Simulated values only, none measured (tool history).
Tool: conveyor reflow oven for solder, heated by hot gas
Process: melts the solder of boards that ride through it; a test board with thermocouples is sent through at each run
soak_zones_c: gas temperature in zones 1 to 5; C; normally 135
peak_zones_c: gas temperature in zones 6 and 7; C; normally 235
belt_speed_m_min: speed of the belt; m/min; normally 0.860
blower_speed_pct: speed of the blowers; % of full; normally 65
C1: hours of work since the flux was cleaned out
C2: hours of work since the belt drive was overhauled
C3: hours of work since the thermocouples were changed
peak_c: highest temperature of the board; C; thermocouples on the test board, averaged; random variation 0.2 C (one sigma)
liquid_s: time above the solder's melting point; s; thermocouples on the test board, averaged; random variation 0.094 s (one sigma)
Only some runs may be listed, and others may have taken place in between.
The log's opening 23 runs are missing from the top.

run 24 hour=240.3 | soak_zones_c=148 peak_zones_c=227 belt_speed_m_min=0.860 blower_speed_pct=58 | C1=85 C2=224 C3=363 | peak_c=209.8 liquid_s=40.07
run 25 hour=247.2 | soak_zones_c=135 peak_zones_c=235 belt_speed_m_min=0.860 blower_speed_pct=70 | C1=90 C2=230 C3=368 | peak_c=217.0 liquid_s=41.01
run 26 hour=257.4 | soak_zones_c=142 peak_zones_c=231 belt_speed_m_min=0.734 blower_speed_pct=81 | C1=98 C2=237 C3=375 | peak_c=220.4 liquid_s=53.81
run 27 hour=265.0 | soak_zones_c=142 peak_zones_c=231 belt_speed_m_min=1.002 blower_speed_pct=60 | C1=103 C2=242 C3=381 | peak_c=207.2 liquid_s=29.82
run 28 hour=275.8 | soak_zones_c=129 peak_zones_c=231 belt_speed_m_min=0.855 blower_speed_pct=60 | C1=111 C2=250 C3=389 | peak_c=210.2 liquid_s=34.95
run 29 hour=282.5 | soak_zones_c=135 peak_zones_c=228 belt_speed_m_min=0.860 blower_speed_pct=60 | C1=116 C2=255 C3=394 | peak_c=208.6 liquid_s=35.15
run 30 hour=297.5 | soak_zones_c=126 peak_zones_c=237 belt_speed_m_min=0.860 blower_speed_pct=65 | C1=127 C2=266 C3=405 | peak_c=215.2 liquid_s=37.86
run 31 hour=312.4 | soak_zones_c=149 peak_zones_c=235 belt_speed_m_min=0.913 blower_speed_pct=53 | C1=138 C2=277 C3=415 | peak_c=212.7 liquid_s=39.16

Below are 4 alternative next runs, each starting from the tool's condition after run 31. Predict each:
run A hour=326.4 | soak_zones_c=135 peak_zones_c=246 belt_speed_m_min=0.860 blower_speed_pct=65 | C1=148 C2=287 C3=426 | peak_c=? liquid_s=?
run B hour=326.4 | soak_zones_c=149 peak_zones_c=226 belt_speed_m_min=0.913 blower_speed_pct=82 | C1=148 C2=287 C3=426 | peak_c=? liquid_s=?
run C hour=326.4 | soak_zones_c=140 peak_zones_c=235 belt_speed_m_min=0.930 blower_speed_pct=54 | C1=148 C2=287 C3=426 | peak_c=? liquid_s=?
run D hour=326.4 | soak_zones_c=120 peak_zones_c=235 belt_speed_m_min=0.913 blower_speed_pct=53 | C1=148 C2=287 C3=426 | peak_c=? liquid_s=?

run=A peak_c=224.8 liquid_s=45.32
run=B peak_c=211.1 liquid_s=39.58
run=C peak_c=210.3 liquid_s=34.27
run=D peak_c=206.3 liquid_s=27.32
With the hidden condition removed and each run's random variation left untouched, the same runs would have given:
run=A peak_c=227.5 liquid_s=46.28
run=B peak_c=213.5 liquid_s=40.94
run=C peak_c=212.7 liquid_s=35.76
run=D peak_c=208.9 liquid_s=29.25
